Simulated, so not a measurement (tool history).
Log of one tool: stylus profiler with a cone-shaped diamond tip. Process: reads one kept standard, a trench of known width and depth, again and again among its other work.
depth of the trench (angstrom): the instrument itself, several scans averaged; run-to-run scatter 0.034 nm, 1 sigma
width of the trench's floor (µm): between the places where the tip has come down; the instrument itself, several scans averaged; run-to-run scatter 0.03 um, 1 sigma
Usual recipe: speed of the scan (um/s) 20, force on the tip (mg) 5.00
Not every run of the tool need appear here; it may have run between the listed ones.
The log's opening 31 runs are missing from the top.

| run | hour | speed of the scan (um/s) | force on the tip (mg) | depth of the trench (angstrom) | width of the trench's floor (µm) |
|---|---|---|---|---|---|
| 32 | 663.4 | 7 | 13.66 | 1017.3 | 27.86 |
| 33 | 685.8 | 10 | 11.07 | 1015.1 | 27.80 |
| 34 | 706.1 | 10 | 11.07 | 1015.2 | 27.77 |
| 35 | 732.7 | 10 | 11.07 | 1015.2 | 27.81 |
| 36 | 757.7 | 10 | 1.82 | 1003.1 | 27.79 |
| 37 | 784.1 | 10 | 4.42 | 1006.8 | 27.78 |
| 38 | 801.5 | 41 | 1.99 | 1003.6 | 27.65 |
| 39 | 821.4 | 41 | 1.99 | 1003.1 | 27.70 |
| 40 | 846.7 | 8 | 14.65 | 1016.8 | 27.81 |
| 41 | 865.0 | 8 | 8.26 | 1012.0 | 27.84 |
| 42 | 883.6 | 8 | 8.26 | 1011.6 | 27.82 |
| 43 | 904.7 | 61 | 5.98 | 1008.9 | 27.71 |
| 44 | 919.3 | 61 | 5.98 | 1009.1 | 27.73 |
| 45 | 936.9 | 61 | 5.98 | 1008.3 | 27.69 |
| 46 | 959.2 | 61 | 5.98 | 1009.0 | 27.74 |
| 47 | 974.5 | 20 | 1.78 | 1003.0 | 27.72 |

Predict each of these 3 candidate next runs independently; none follows another, all start after run 47:
| A | 1006.0 | 20 | 7.44 | ? | ? |
| B | 1006.0 | 70 | 14.72 | ? | ? |
| C | 1006.0 | 51 | 4.52 | ? | ? |

| run | depth of the trench (angstrom) | width of the trench's floor (µm) |
|---|---|---|
| A | 1010.7 | 27.71 |
| B | 1018.1 | 27.71 |
| C | 1007.2 | 27.75 |
With the hidden condition removed and each run's random variation left untouched, the same runs would have given:
| run | depth of the trench (angstrom) | width of the trench's floor (µm) |
|---|---|---|
| A | 1013.0 | 27.93 |
| B | 1020.4 | 27.93 |
| C | 1009.5 | 27.97 |
